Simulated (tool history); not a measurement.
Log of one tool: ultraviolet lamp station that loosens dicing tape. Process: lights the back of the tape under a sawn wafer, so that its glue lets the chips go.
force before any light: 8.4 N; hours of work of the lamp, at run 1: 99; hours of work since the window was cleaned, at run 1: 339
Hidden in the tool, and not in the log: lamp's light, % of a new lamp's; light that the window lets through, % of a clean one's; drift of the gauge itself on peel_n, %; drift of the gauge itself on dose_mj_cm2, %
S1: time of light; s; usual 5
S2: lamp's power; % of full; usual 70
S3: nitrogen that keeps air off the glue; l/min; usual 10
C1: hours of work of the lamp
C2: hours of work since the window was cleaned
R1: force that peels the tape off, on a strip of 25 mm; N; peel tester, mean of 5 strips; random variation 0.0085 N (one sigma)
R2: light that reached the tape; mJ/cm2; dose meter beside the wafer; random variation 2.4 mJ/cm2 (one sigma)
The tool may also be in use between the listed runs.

run 1 day=0 | S1=5 S2=70 S3=10 | C1=99 C2=339 | R1=0.39 R2=254
run 2 day=0.171 | S1=5 S2=81 S3=10 | C1=102 C2=342 | R1=0.305 R2=292
run 3 day=0.421 | S1=5 S2=81 S3=10 | C1=106 C2=346 | R1=0.301 R2=287
run 4 day=0.767 | S1=5 S2=81 S3=3 | C1=112 C2=352 | R1=0.513 R2=286
run 5 day=1.083 | S1=5 S2=81 S3=3 | C1=117 C2=357 | R1=0.522 R2=293
run 6 day=1.354 | S1=5 S2=81 S3=3 | C1=122 C2=361 | R1=0.498 R2=286
run 7 day=1.7 | S1=5 S2=73 S3=5 | C1=127 C2=367 | R1=0.495 R2=259

Forecast run 8:
run 8 day=1.95 | S1=4 S2=80 S3=14 | C1=131 C2=371 | R1=? R2=?

Run 8 gave R1 0.419 N, R2 227 mJ/cm2.
Without the tool's hidden state the same run would have given R1 0.364 N, R2 247 mJ/cm2.
